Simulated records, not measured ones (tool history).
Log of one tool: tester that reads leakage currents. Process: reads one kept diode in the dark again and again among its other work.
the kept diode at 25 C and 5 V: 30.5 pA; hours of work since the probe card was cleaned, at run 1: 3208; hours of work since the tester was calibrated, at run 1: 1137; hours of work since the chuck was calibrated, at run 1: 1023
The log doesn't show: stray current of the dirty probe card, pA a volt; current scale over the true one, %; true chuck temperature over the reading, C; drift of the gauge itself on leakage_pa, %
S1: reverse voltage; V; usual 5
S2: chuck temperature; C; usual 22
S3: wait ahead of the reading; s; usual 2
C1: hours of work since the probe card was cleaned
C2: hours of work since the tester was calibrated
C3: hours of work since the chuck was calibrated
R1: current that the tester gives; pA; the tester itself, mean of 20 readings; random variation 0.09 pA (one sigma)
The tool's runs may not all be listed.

Run 1, hour 0: usual settings; C1 3208; C2 1137; C3 1023. Result: R1 25.33 pA.
Run 2, hour 30.5: usual settings; C1 3230; C2 1159; C3 1045. Result: R1 25.22 pA.
Run 3, hour 78.6: usual settings; C1 3266; C2 1195; C3 1081. Result: R1 25.07 pA.
Run 4, hour 116.4: usual settings; C1 3293; C2 1222; C3 1109. Result: R1 25.11 pA.
Run 5, hour 138.4: usual settings but S1 16.65 V; C1 3309; C2 1238; C3 1125. Result: R1 47.63 pA.
Run 6, hour 182.2: usual settings but S1 1.22 V; C1 3342; C2 1271; C3 1157. Result: R1 12.05 pA.
Run 7, hour 203.6: usual settings but S1 1.22 V, S2 32 C; C1 3357; C2 1286; C3 1173. Result: R1 25.8 pA.
Run 8, hour 235.8: usual settings; C1 3381; C2 1310; C3 1196. Result: R1 25.11 pA.
Run 9, hour 281.1: usual settings; C1 3414; C2 1343; C3 1229. Result: R1 25.19 pA.
Run 10, hour 301.9: usual settings but S1 2.1 V; C1 3429; C2 1358; C3 1245. Result: R1 16.05 pA.
Run 11, hour 347.5: usual settings but S1 2.1 V; C1 3463; C2 1392; C3 1278. Result: R1 16.05 pA.
Run 12, hour 388.1: usual settings but S1 2.1 V; C1 3493; C2 1422; C3 1308. Result: R1 15.87 pA.
Run 13, hour 413.1: usual settings; C1 3511; C2 1440; C3 1326. Result: R1 25.16 pA.
Run 14, hour 446.5: usual settings but S3 3.55 s; C1 3536; C2 1465; C3 1351. Result: R1 24.63 pA.
Run 15, hour 466.4: usual settings but S1 9.78 V; C1 3550; C2 1479; C3 1365. Result: R1 35.82 pA.
At hour 482.1: probe card cleaned and baked.
Run 16, hour 506.8: usual settings; C1 18; C2 1507; C3 1393. Result: R1 25.08 pA.
Run 17, hour 543.8: usual settings but S2 58 C; C1 45; C2 1534; C3 1420. Result: R1 313.01 pA.
Run 18, hour 590.5: usual settings but S2 58 C, S3 1.23 s; C1 80; C2 1568; C3 1454. Result: R1 314.45 pA.
Run 19, hour 635.2: usual settings but S1 5.05 V, S2 54 C, S3 4.76 s; C1 112; C2 1601; C3 1487. Result: R1 243.81 pA.
Run 20, hour 671.2: usual settings but S1 5.05 V, S2 54 C, S3 4.76 s; C1 139; C2 1627; C3 1514. Result: R1 242.11 pA.
Run 21, hour 706.2: usual settings but S1 5.05 V, S2 54 C, S3 4.76 s; C1 164; C2 1653; C3 1539. Result: R1 243.02 pA.
Run 22, hour 748.7: usual settings but S1 5.05 V, S2 54 C, S3 4.76 s; C1 196; C2 1684; C3 1570. Result: R1 242.91 pA.
Run 23, hour 792.5: usual settings but S1 4.51 V, S2 25 C, S3 7.86 s; C1 228; C2 1716; C3 1603. Result: R1 29.61 pA.
Run 24, hour 829.1: usual settings but S1 4.51 V, S2 25 C, S3 7.86 s; C1 255; C2 1743; C3 1629. Result: R1 29.42 pA.
Run 25, hour 873.3: usual settings but S1 4.51 V, S2 25 C, S3 7.86 s; C1 287; C2 1776; C3 1662. Result: R1 29.3 pA.
Run 26, hour 913.2: usual settings but S1 4.51 V, S2 25 C, S3 7.86 s; C1 316; C2 1805; C3 1691. Result: R1 29.44 pA.
Run 27, hour 952.4: usual settings but S2 26 C, S3 5.57 s; C1 345; C2 1834; C3 1720. Result: R1 33.59 pA.
Run 28, hour 992.2: usual settings but S2 26 C, S3 5.57 s; C1 374; C2 1863; C3 1749. Result: R1 33.32 pA.
Run 29, hour 1013.2: usual settings but S1 11.43 V, S2 25 C, S3 1.81 s; C1 390; C2 1878; C3 1765. Result: R1 49.09 pA.
Run 30, hour 1058.7: usual settings but S2 36 C; C1 423; C2 1912; C3 1798. Result: R1 71.26 pA.
Run 31, hour 1085.9: usual settings but S1 19.14 V, S3 8 s; C1 443; C2 1932; C3 1818. Result: R1 48.85 pA.
Run 32, hour 1116.3: usual settings but S1 19.14 V, S3 8 s; C1 465; C2 1954; C3 1840. Result: R1 48.92 pA.
Run 33, hour 1145.8: usual settings but S1 1.22 V, S2 45 C; C1 487; C2 1976; C3 1862. Result: R1 65.03 pA.
At hour 1183.6: chuck's temperature calibrated.
Run 34, hour 1195.8: usual settings but S1 1.22 V, S2 45 C; C1 522; C2 2011; C3 9. Result: R1 65 pA.
Run 35, hour 1231: usual settings but S1 1.22 V, S2 45 C; C1 548; C2 2037; C3 35. Result: R1 64.64 pA.
Run 36, hour 1264.5: usual settings but S3 7.77 s; C1 573; C2 2061; C3 59. Result: R1 24.42 pA.

Forecast each of these 3 alternatives for the next run:
Run A, hour 1294.1: usual settings but S1 7.95 V, S2 33 C, S3 0.48 s; C1 595; C2 2083; C3 81. Result: R1 ?.
Run B, hour 1294.1: usual settings but S1 1.71 V, S2 25 C; C1 595; C2 2083; C3 81. Result: R1 ?.
Run C, hour 1294.1: usual settings but S1 1.68 V, S3 7.02 s; C1 595; C2 2083; C3 81. Result: R1 ?.

run     R1
  A  77.11
  B  18.09
  C  13.95
Without the tool's hidden state the same runs would have given:
run     R1
  A   77.1
  B  18.09
  C  13.94
